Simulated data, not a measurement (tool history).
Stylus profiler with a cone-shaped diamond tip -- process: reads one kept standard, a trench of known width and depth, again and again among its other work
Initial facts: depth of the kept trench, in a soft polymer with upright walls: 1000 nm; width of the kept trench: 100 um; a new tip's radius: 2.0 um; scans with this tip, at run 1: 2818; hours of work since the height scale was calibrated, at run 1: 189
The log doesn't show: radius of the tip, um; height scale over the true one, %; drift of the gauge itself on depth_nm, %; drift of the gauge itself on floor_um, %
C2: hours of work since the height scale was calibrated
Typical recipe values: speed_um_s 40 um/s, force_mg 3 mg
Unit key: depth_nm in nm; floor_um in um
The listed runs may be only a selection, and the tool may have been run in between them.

run 1 day=0 | speed_um_s=40 force_mg=3 | scans_with_this_tip=2818 C2=189 | depth_nm=1009.2 floor_um=95.8
run 2 day=2.704 | speed_um_s=40 force_mg=3 | scans_with_this_tip=3258 C2=218 | depth_nm=1009.32 floor_um=95.72
run 3 day=5.267 | speed_um_s=40 force_mg=3 | scans_with_this_tip=3674 C2=246 | depth_nm=1008.81 floor_um=95.68
run 4 day=8.921 | speed_um_s=40 force_mg=3 | scans_with_this_tip=4269 C2=286 | depth_nm=1009.2 floor_um=95.6
run 5 day=12.638 | speed_um_s=40 force_mg=3 | scans_with_this_tip=4873 C2=326 | depth_nm=1009.51 floor_um=95.51
run 6 day=16.292 | speed_um_s=40 force_mg=3 | scans_with_this_tip=5467 C2=366 | depth_nm=1009.35 floor_um=95.38
run 7 day=18.996 | speed_um_s=21 force_mg=3 | scans_with_this_tip=5907 C2=395 | depth_nm=1009.56 floor_um=95.42
run 8 day=22.183 | speed_um_s=40 force_mg=3 | scans_with_this_tip=6425 C2=430 | depth_nm=1009.43 floor_um=95.21
run 9 day=24.375 | speed_um_s=40 force_mg=3 | scans_with_this_tip=6781 C2=454 | depth_nm=1009.74 floor_um=95.19
run 10 day=26.867 | speed_um_s=40 force_mg=3 | scans_with_this_tip=7187 C2=481 | depth_nm=1009.44 floor_um=95.12
run 11 day=28.554 | speed_um_s=40 force_mg=3 | scans_with_this_tip=7461 C2=500 | depth_nm=1009.67 floor_um=95.11
run 12 day=30.283 | speed_um_s=99 force_mg=3 | scans_with_this_tip=7742 C2=518 | depth_nm=1010.09 floor_um=94.74
run 13 day=32.275 | speed_um_s=99 force_mg=3 | scans_with_this_tip=8066 C2=540 | depth_nm=1009.7 floor_um=94.72
run 14 day=34.35 | speed_um_s=99 force_mg=3 | scans_with_this_tip=8404 C2=563 | depth_nm=1009.9 floor_um=94.71
-- day=34.708 height scale calibrated on a step standard
run 15 day=37.108 | speed_um_s=40 force_mg=3 | scans_with_this_tip=8849 C2=26 | depth_nm=1009.62 floor_um=94.98
run 16 day=40.212 | speed_um_s=40 force_mg=3 | scans_with_this_tip=9353 C2=60 | depth_nm=1010.32 floor_um=94.86
run 17 day=43.675 | speed_um_s=40 force_mg=3 | scans_with_this_tip=9917 C2=98 | depth_nm=1010.34 floor_um=94.79
run 18 day=46.879 | speed_um_s=110 force_mg=1.27 | scans_with_this_tip=10438 C2=132 | depth_nm=1006.68 floor_um=94.06
run 19 day=48.571 | speed_um_s=104 force_mg=7.38 | scans_with_this_tip=10713 C2=151 | depth_nm=1017.76 floor_um=94.56
run 20 day=50.758 | speed_um_s=22 force_mg=3.86 | scans_with_this_tip=11068 C2=175 | depth_nm=1012.08 floor_um=94.73
run 21 day=52.992 | speed_um_s=22 force_mg=3.86 | scans_with_this_tip=11431 C2=199 | depth_nm=1012.14 floor_um=94.64
-- day=55.883 height scale calibrated on a step standard, once more
run 22 day=56.417 | speed_um_s=22 force_mg=6.17 | scans_with_this_tip=11985 C2=6 | depth_nm=1013.82 floor_um=94.63
run 23 day=59.412 | speed_um_s=80 force_mg=1.81 | scans_with_this_tip=12472 C2=38 | depth_nm=1006.09 floor_um=94.1
run 24 day=61.721 | speed_um_s=58 force_mg=8.33 | scans_with_this_tip=12848 C2=64 | depth_nm=1017.29 floor_um=94.37
-- day=62.788 new tip fitted, height scale calibrated
run 25 day=65.221 | speed_um_s=58 force_mg=8.33 | scans_with_this_tip=396 C2=26 | depth_nm=1017.54 floor_um=96.38
run 26 day=67.054 | speed_um_s=114 force_mg=3.87 | scans_with_this_tip=694 C2=46 | depth_nm=1010.5 floor_um=95.98
run 27 day=69.754 | speed_um_s=74 force_mg=8.43 | scans_with_this_tip=1133 C2=76 | depth_nm=1017.61 floor_um=96.22
run 28 day=72.896 | speed_um_s=112 force_mg=8.7 | scans_with_this_tip=1644 C2=110 | depth_nm=1018.35 floor_um=95.99
run 29 day=75.062 | speed_um_s=24 force_mg=8.27 | scans_with_this_tip=1997 C2=134 | depth_nm=1017.61 floor_um=96.13
run 30 day=78.542 | speed_um_s=78 force_mg=4.23 | scans_with_this_tip=2562 C2=172 | depth_nm=1011.39 floor_um=95.82
run 31 day=81.075 | speed_um_s=78 force_mg=4.23 | scans_with_this_tip=2974 C2=199 | depth_nm=1011.31 floor_um=95.73
run 32 day=83.862 | speed_um_s=28 force_mg=1.42 | scans_with_this_tip=3427 C2=229 | depth_nm=1005.91 floor_um=95.81
run 33 day=87.288 | speed_um_s=28 force_mg=2.83 | scans_with_this_tip=3984 C2=267 | depth_nm=1008.95 floor_um=95.72
run 34 day=90.542 | speed_um_s=14 force_mg=6.5 | scans_with_this_tip=4514 C2=302 | depth_nm=1015.28 floor_um=95.82

Alternative continuations, all from the tool just after run 34; predict every row:
run A day=94.117 | speed_um_s=11 force_mg=1.73 | scans_with_this_tip=5095 C2=341 | depth_nm=? floor_um=?
run B day=94.117 | speed_um_s=117 force_mg=1.62 | scans_with_this_tip=5095 C2=341 | depth_nm=? floor_um=?
run C day=94.117 | speed_um_s=72 force_mg=6.5 | scans_with_this_tip=5095 C2=341 | depth_nm=? floor_um=?
run D day=94.117 | speed_um_s=22 force_mg=5.87 | scans_with_this_tip=5095 C2=341 | depth_nm=? floor_um=?

run=A depth_nm=1006.79 floor_um=95.67
run=B depth_nm=1006.3 floor_um=94.91
run=C depth_nm=1015.43 floor_um=95.5
run=D depth_nm=1014.62 floor_um=95.71
With the hidden condition removed and each run's random variation left untouched, the same runs would have given:
run=A depth_nm=1005.98 floor_um=96.47
run=B depth_nm=1005.49 floor_um=95.71
run=C depth_nm=1014.61 floor_um=96.3
run=D depth_nm=1013.8 floor_um=96.51
